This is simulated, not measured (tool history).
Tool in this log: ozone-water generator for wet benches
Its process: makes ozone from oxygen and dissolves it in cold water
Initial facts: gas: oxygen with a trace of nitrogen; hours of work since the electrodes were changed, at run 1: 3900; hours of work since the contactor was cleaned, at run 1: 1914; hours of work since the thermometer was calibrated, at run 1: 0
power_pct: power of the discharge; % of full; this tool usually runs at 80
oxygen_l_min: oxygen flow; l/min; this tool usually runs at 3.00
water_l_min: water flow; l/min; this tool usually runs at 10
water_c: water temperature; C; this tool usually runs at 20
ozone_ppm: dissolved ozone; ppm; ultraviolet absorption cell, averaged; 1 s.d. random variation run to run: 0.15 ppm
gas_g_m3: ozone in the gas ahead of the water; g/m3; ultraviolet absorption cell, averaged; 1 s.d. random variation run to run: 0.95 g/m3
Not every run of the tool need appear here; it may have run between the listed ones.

run	hour	power_pct	oxygen_l_min	water_l_min	water_c	hours of work since the electrodes were changed	hours of work since the contactor was cleaned	hours of work since the thermometer was calibrated	ozone_ppm	gas_g_m3
1	0.0	80	3.00	10	20	3900	1914	0	19.5	162.2
2	115.9	80	3.00	10	20	4013	2027	113	19.3	163.9
3	213.3	80	3.00	13	20	4107	2122	207	16.5	161.5
4	314.5	80	3.00	10	20	4206	2220	306	19.4	160.6
5	469.6	80	3.00	10	20	4356	2371	456	19.3	161.8
6	573.9	80	3.00	10	20	4458	2472	558	19.3	160.5
7	695.0	80	3.00	10	20	4576	2590	676	19.4	160.5
8	804.6	80	3.00	10	20	4682	2696	782	19.2	160.9
9	937.8	80	3.00	10	20	4811	2826	911	19.5	161.5
10	1049.5	80	4.37	10	20	4920	2934	1020	18.7	130.8
11	1182.9	80	1.87	10	26	5050	3064	1150	17.8	208.4
12	1338.7	80	1.87	10	26	5201	3215	1301	18.0	206.5
13	1443.4	80	3.00	8	15	5303	3317	1403	24.0	160.5
14	1627.9	75	3.00	8	27	5482	3497	1582	18.5	153.2
# hour 1661.3: electrodes of the discharge changed
15	1759.1	75	3.00	8	27	95	3618	1704	18.6	152.8
# hour 1815.4: contactor cleaned
16	1862.1	75	3.00	8	27	191	45	1800	18.2	151.3
17	2049.9	80	3.00	7	20	374	228	1983	24.1	158.0
18	2250.1	80	3.00	7	20	568	423	2177	24.0	159.4

Consider 3 possible next runs. They are alternatives, not a sequence: every one starts from the tool as it was left by run 18. What does each give?
A	2435.9	52	5.18	13	20	749	603	2358	?	?
B	2435.9	77	3.00	8	20	749	603	2358	?	?
C	2435.9	87	2.43	7	19	749	603	2358	?	?

run	ozone_ppm	gas_g_m3
A	11.2	82.9
B	21.5	155.2
C	26.9	191.1
Without the tool's unlogged condition, the same runs would have read:
run	ozone_ppm	gas_g_m3
A	11.2	83.9
B	21.5	157.1
C	26.9	193.6
